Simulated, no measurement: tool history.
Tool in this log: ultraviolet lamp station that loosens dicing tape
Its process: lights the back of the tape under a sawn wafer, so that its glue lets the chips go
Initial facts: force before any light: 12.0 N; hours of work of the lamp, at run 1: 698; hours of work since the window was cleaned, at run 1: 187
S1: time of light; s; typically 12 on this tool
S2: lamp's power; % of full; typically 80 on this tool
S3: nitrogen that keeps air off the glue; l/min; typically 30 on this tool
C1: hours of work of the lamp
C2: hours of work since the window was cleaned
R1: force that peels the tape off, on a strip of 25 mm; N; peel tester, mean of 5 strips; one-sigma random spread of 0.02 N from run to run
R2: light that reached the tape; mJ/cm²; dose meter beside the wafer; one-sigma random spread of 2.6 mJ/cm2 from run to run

run    hour  S1  S2  S3    C1   C2     R1   R2
  1     0.0  12  80  30   698  187  1.505  262
  2    45.4  12  80  30   733  221  1.623  254
  3    93.0  12  80  30   768  257  1.623  245
  4   139.5  12  80  30   804  292  1.667  244
  5   206.9  12  80  11   854  343  3.622  231
      252.2  -- window cleaned of glue's vapour
  6   254.3  12  80  30   890    2  2.434  202
  7   297.9  12  80  30   923   35  2.508  189
  8   335.3  14  80  30   951   63  2.072  220
  9   401.3  14  80  30  1001  112  2.139  213
 10   449.9   7  80  30  1037  149  5.138  105
 11   501.5  12  80  19  1076  188  3.822  172
 12   543.5  12  80  30  1108  220  3.109  170
 13   609.0  12  80  17  1157  269  4.318  157
      683.0  -- window cleaned of glue's vapour, once more
 14   691.5  12  80  30  1219    6  1.467  264
 15   733.0  12  80  30  1250   38  1.573  257
 16   786.1  12  80  30  1290   78  1.645  250
 17   831.0  12  80  30  1324  112  1.721  247
 18   901.8  22  80  30  1378  165  0.440  430
 19   952.6  22  80  30  1416  203  0.493  416
 20   995.8  22  80  30  1449  236  0.500  411
 21  1071.3  22  80  30  1506  293  0.562  393
 22  1121.0   9  80  50  1543  330  2.654  157
     1179.4  -- window cleaned of glue's vapour
 23  1179.4   9  66  50  1587    0  2.800  153
 24  1222.9  19  78  21  1620   33  0.917  370
 25  1287.8  19  78  21  1669   82  1.005  360
 26  1369.5   6  95  11  1730  143  5.808  132
 27  1446.4   6  95  11  1788  201  6.056  128
 28  1496.8  16  95  11  1826  239  2.053  333
 29  1549.5  10  72  56  1866  279  2.583  149
     1586.3  -- lamp changed
 30  1601.8  10  72  56    12  318  1.651  204
 31  1639.6   7  75  11    40  346  5.513  145
     1677.8  -- window cleaned of glue's vapour
 32  1706.9   7  75  11    91   22  4.742  167
 33  1787.0   7  75  11   151   82  5.171  164
 34  1828.6  24  75  30   182  114  0.232  542
 35  1886.8  12  80  21   226  158  1.667  281
 36  1952.1   9  84  15   276  207  3.249  214
 37  1991.8  12  80  41   306  237  1.079  265
 38  2067.3  12  80  41   362  294  1.161  257
 39  2127.0  21  75   9   408  339  1.662  408
     2177.7  -- window cleaned of glue's vapour
 40  2182.0   7  75   9   449    3  5.314  162
 41  2245.0   7  75   9   496   51  5.524  151
 42  2320.8  12  73  29   553  108  1.657  253

Consider 4 possible next runs. They are alternatives, not a sequence: every one starts from the tool as it was left by run 42. What does each give?
  A  2354.7   7  80  30  579  134   ?   ?
  B  2354.7  12  80  37  579  134   ?   ?
  C  2354.7  16  92  29  579  134   ?   ?
  D  2354.7  14  65  18  579  134   ?   ?

run     R1   R2
  A  3.344  155
  B  1.198  268
  C  0.495  405
  D  2.305  253
The same runs, with their run-to-run variation unchanged, on a tool lacking any hidden condition would have given:
run     R1   R2
  A  2.664  184
  B  0.807  317
  C  0.311  480
  D  1.715  300

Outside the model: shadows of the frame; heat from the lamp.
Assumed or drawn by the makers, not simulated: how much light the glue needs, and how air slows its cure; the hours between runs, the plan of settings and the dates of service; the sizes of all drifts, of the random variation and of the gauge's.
